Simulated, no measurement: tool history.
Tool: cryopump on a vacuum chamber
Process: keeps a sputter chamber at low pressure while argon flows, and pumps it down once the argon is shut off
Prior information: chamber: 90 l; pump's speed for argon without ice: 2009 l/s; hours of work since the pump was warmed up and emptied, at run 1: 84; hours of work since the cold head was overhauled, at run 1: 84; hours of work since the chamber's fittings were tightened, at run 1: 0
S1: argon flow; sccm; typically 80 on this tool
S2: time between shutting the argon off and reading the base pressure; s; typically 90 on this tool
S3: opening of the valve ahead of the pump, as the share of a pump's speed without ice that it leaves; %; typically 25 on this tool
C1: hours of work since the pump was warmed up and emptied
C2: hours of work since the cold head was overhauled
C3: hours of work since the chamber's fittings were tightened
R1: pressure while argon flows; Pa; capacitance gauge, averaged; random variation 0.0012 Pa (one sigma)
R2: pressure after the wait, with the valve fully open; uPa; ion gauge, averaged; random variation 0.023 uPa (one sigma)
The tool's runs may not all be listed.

run 1 hour=0.0 | S1=80 S2=90 S3=25 | C1=84 C2=84 C3=0 | R1=0.2711 R2=0.84
run 2 hour=36.0 | S1=80 S2=90 S3=25 | C1=116 C2=116 C3=32 | R1=0.2747 R2=0.90
run 3 hour=65.5 | S1=80 S2=90 S3=26 | C1=142 C2=142 C3=58 | R1=0.2642 R2=0.95
run 4 hour=126.7 | S1=80 S2=90 S3=26 | C1=196 C2=196 C3=112 | R1=0.2647 R2=1.01
run 5 hour=154.5 | S1=80 S2=90 S3=26 | C1=221 C2=221 C3=136 | R1=0.2666 R2=0.97
run 6 hour=214.5 | S1=80 S2=30 S3=25 | C1=274 C2=274 C3=189 | R1=0.2818 R2=2.43
run 7 hour=279.0 | S1=80 S2=30 S3=25 | C1=330 C2=330 C3=246 | R1=0.2843 R2=2.55
run 8 hour=309.0 | S1=80 S2=90 S3=17 | C1=357 C2=357 C3=272 | R1=0.4119 R2=1.24
run 9 hour=358.7 | S1=80 S2=90 S3=17 | C1=401 C2=401 C3=316 | R1=0.4124 R2=1.26
run 10 hour=389.7 | S1=80 S2=90 S3=17 | C1=428 C2=428 C3=344 | R1=0.4158 R2=1.37
run 11 hour=452.0 | S1=80 S2=90 S3=17 | C1=483 C2=483 C3=399 | R1=0.4186 R2=1.47
run 12 hour=492.3 | S1=80 S2=90 S3=18 | C1=518 C2=518 C3=434 | R1=0.3978 R2=1.45
run 13 hour=524.1 | S1=80 S2=90 S3=25 | C1=547 C2=547 C3=462 | R1=0.2956 R2=1.58
-- hour=539.5 pump warmed up, emptied and cooled again
run 14 hour=558.2 | S1=80 S2=90 S3=25 | C1=16 C2=572 C3=488 | R1=0.2722 R2=1.36
run 15 hour=625.0 | S1=80 S2=27 S3=29 | C1=75 C2=631 C3=547 | R1=0.2372 R2=2.97
run 16 hour=659.8 | S1=80 S2=27 S3=29 | C1=106 C2=662 C3=577 | R1=0.2377 R2=3.01
run 17 hour=691.1 | S1=80 S2=27 S3=29 | C1=134 C2=689 C3=605 | R1=0.2388 R2=2.97
run 18 hour=725.8 | S1=144 S2=52 S3=45 | C1=164 C2=720 C3=635 | R1=0.2839 R2=2.07
run 19 hour=785.6 | S1=80 S2=164 S3=25 | C1=217 C2=773 C3=688 | R1=0.2778 R2=1.37
run 20 hour=822.1 | S1=55 S2=75 S3=59 | C1=249 C2=805 C3=720 | R1=0.0864 R2=1.84
run 21 hour=866.1 | S1=80 S2=56 S3=24 | C1=288 C2=844 C3=759 | R1=0.2927 R2=2.12
run 22 hour=925.1 | S1=81 S2=184 S3=33 | C1=340 C2=896 C3=811 | R1=0.2213 R2=1.57
run 23 hour=965.7 | S1=81 S2=184 S3=33 | C1=376 C2=931 C3=847 | R1=0.2230 R2=1.69
run 24 hour=993.8 | S1=81 S2=152 S3=33 | C1=400 C2=956 C3=872 | R1=0.2259 R2=1.83
run 25 hour=1035.6 | S1=80 S2=103 S3=27 | C1=437 C2=993 C3=909 | R1=0.2735 R2=2.07
run 26 hour=1078.2 | S1=70 S2=37 S3=25 | C1=475 C2=1031 C3=946 | R1=0.2561 R2=3.18

Below are 5 alternative next runs, each starting from the tool's condition after run 26. Predict each:
run A hour=1129.2 | S1=80 S2=90 S3=21 | C1=520 C2=1076 C3=991 | R1=? R2=?
run B hour=1129.2 | S1=53 S2=37 S3=16 | C1=520 C2=1076 C3=991 | R1=? R2=?
run C hour=1129.2 | S1=121 S2=90 S3=25 | C1=520 C2=1076 C3=991 | R1=? R2=?
run D hour=1129.2 | S1=75 S2=34 S3=25 | C1=520 C2=1076 C3=991 | R1=? R2=?
run E hour=1129.2 | S1=133 S2=257 S3=25 | C1=520 C2=1076 C3=991 | R1=? R2=?

run=A R1=0.3485 R2=2.43
run=B R1=0.2978 R2=3.26
run=C R1=0.4478 R2=2.35
run=D R1=0.2791 R2=3.49
run=E R1=0.4933 R2=1.96
Without the tool's hidden state the same runs would have given:
run=A R1=0.3216 R2=0.83
run=B R1=0.2799 R2=1.71
run=C R1=0.4071 R2=0.82
run=D R1=0.2538 R2=1.92
run=E R1=0.4485 R2=0.38
